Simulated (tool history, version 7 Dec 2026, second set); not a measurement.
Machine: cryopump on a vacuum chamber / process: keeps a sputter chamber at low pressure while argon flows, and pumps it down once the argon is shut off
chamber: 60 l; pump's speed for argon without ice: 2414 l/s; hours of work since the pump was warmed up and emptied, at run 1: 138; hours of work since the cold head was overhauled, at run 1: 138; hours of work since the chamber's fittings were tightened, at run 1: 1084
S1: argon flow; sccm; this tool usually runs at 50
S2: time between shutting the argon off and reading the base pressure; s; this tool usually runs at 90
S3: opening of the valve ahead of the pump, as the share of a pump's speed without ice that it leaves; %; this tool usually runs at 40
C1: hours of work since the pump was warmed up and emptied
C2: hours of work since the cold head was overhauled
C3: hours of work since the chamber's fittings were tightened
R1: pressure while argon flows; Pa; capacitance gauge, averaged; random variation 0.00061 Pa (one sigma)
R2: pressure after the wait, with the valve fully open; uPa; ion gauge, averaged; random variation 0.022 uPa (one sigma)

run,hour,S1,S2,S3,C1,C2,C3,R1,R2
1,0.0,50,90,40,138,138,1084,0.0901,1.01
2,22.3,50,90,40,153,153,1099,0.0898,1.05
3,44.8,32,90,40,169,169,1114,0.0573,1.05
4,64.6,50,183,40,182,182,1128,0.0905,0.78
5,81.0,50,90,40,193,193,1139,0.0898,1.06
6,102.6,50,90,40,208,208,1153,0.0903,1.07
7,117.6,50,74,40,218,218,1164,0.0907,1.19
8,136.9,60,90,40,231,231,1177,0.1093,1.07
9,149.9,66,60,49,240,240,1186,0.0993,1.32
10,169.5,66,60,49,254,254,1199,0.0988,1.33
11,191.6,53,60,28,269,269,1214,0.1366,1.34
12,211.2,73,201,40,282,282,1227,0.1350,0.83
13,227.5,90,114,48,293,293,1239,0.1390,1.00
14,238.9,90,114,48,301,301,1246,0.1394,0.99
15,252.0,37,90,27,310,310,1255,0.0999,1.11

4 options for the next run, each taken on its own from the tool as it stands now. Forecast them:
A,263.1,88,242,27,317,317,1263,?,?
B,263.1,21,23,44,317,317,1263,?,?
C,263.1,50,90,23,317,317,1263,?,?
D,263.1,37,90,27,317,317,1263,?,?

run,R1,R2
A,0.2353,0.84
B,0.0356,2.54
C,0.1568,1.12
D,0.0995,1.13
The same runs, with their run-to-run variation unchanged, on a tool lacking any hidden condition would have given:
run,R1,R2
A,0.2273,0.31
B,0.0337,2.01
C,0.1522,0.61
D,0.0961,0.59

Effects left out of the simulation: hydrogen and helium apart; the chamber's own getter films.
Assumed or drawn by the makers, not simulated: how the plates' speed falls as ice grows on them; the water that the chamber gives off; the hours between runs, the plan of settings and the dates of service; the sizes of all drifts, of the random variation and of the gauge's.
